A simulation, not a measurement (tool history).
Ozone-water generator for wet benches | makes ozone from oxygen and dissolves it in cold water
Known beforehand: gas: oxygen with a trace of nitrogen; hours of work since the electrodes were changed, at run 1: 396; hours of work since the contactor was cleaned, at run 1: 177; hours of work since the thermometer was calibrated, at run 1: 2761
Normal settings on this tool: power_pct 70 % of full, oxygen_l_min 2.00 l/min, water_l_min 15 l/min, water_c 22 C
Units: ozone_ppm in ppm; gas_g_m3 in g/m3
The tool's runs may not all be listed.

run    hour  power_pct  oxygen_l_min  water_l_min  water_c  hours of work since the electrodes were changed  hours of work since the contactor was cleaned  hours of work since the thermometer was calibrated  ozone_ppm  gas_g_m3
  1     0.0         70          2.00           15       22                                              396                                            177                                                2761       17.2     237.6
  2    53.7         70          2.00           15       22                                              433                                            214                                                2798       16.9     240.3
  3    99.2         70          2.00           15       22                                              464                                            245                                                2829       17.0     234.2
  4   161.1         70          2.00           15       22                                              507                                            288                                                2872       16.5     237.6
  5   228.0         70          2.00           15       22                                              553                                            334                                                2918       17.1     236.7
  6   263.3         70          2.00           15       22                                              577                                            358                                                2942       16.7     235.9
  7   323.9         49          2.00           15       22                                              619                                            400                                                2984       13.4     195.4
  8   357.2         49          2.00           15       22                                              642                                            423                                                3007       13.8     193.6
  9   421.4         49          2.00           15       22                                              686                                            467                                                3051       13.8     194.0
 10   480.6         70          2.00           15       22                                              727                                            508                                                3092       16.7     238.6
      488.2  -- contactor cleaned
 11   555.9         51          2.00           15       22                                              776                                             47                                                3141       13.9     197.7
 12   624.6         86          2.00           15       22                                              823                                             94                                                3188       18.8     264.4
 13   692.3         70          2.00           15       22                                              870                                            140                                                3235       16.6     236.8
 14   751.7         70          2.00           15       22                                              910                                            181                                                3275       16.5     235.3
 15   801.3         70          2.00           15       22                                              945                                            215                                                3310       16.3     235.7
 16   866.6         70          2.00           15       22                                              990                                            260                                                3354       16.5     233.8
      874.5  -- contactor cleaned, once more
 17   906.4         46          2.00           13       17                                             1014                                             22                                                3379       16.3     186.5
 18   942.5         46          2.00           13       17                                             1039                                             47                                                3404       16.0     187.3
 19  1012.2         70          1.82           15       15                                             1087                                             95                                                3452       17.8     246.6
 20  1063.8         70          1.82           15       15                                             1122                                            130                                                3487       17.8     249.3
 21  1130.0         57          2.00           13       19                                             1168                                            176                                                3533       17.5     209.0
 22  1170.1         81          2.43           16       23                                             1196                                            203                                                3561       17.4     228.0
 23  1217.6         81          2.43           16       23                                             1228                                            236                                                3593       17.3     228.0
 24  1255.0         81          2.96           13       23                                             1254                                            262                                                3619       20.9     204.0
 25  1296.8         98          1.53            9       22                                             1283                                            291                                                3648       30.6     322.7
 26  1336.0         98          1.15           23       22                                             1310                                            318                                                3675       11.4     379.4
     1361.7  -- water thermometer calibrated
 27  1385.0         98          1.15           13       26                                             1343                                            351                                                  16       20.3     381.1
 28  1440.5         70          3.26           10       22                                             1381                                            389                                                  54       23.3     179.6
 29  1481.9         70          3.26           10       22                                             1410                                            418                                                  83       23.3     178.5
 30  1537.6         70          3.32           15       22                                             1448                                            456                                                 121       17.3     177.9
 31  1600.3         50          1.32           23       17                                             1491                                            499                                                 164        8.7     240.7
 32  1655.5         50          1.55           23       19                                             1529                                            537                                                 202        8.7     220.8

Alternative continuations, all from the tool just after run 32; predict every row:
  A  1713.8         50          2.90           23       19                                             1569                                            577                                                 242          ?         ?
  B  1713.8         52          2.00           13       22                                             1569                                            577                                                 242          ?         ?
  C  1713.8         69          2.11           22       22                                             1569                                            577                                                 242          ?         ?
  D  1713.8         66          1.29           11       19                                             1569                                            577                                                 242          ?         ?
  E  1713.8         61          1.55           10       18                                             1569                                            577                                                 242          ?         ?

run  ozone_ppm  gas_g_m3
  A        9.9     155.7
  B       15.9     198.8
  C       11.4     225.0
  D       20.6     285.1
  E       22.5     250.6
Take away the tool's hidden state, keep each run's random variation, and the runs would have read:
run  ozone_ppm  gas_g_m3
  A       10.3     160.4
  B       16.5     204.9
  C       12.0     233.3
  D       21.5     295.3
  E       23.4     259.2

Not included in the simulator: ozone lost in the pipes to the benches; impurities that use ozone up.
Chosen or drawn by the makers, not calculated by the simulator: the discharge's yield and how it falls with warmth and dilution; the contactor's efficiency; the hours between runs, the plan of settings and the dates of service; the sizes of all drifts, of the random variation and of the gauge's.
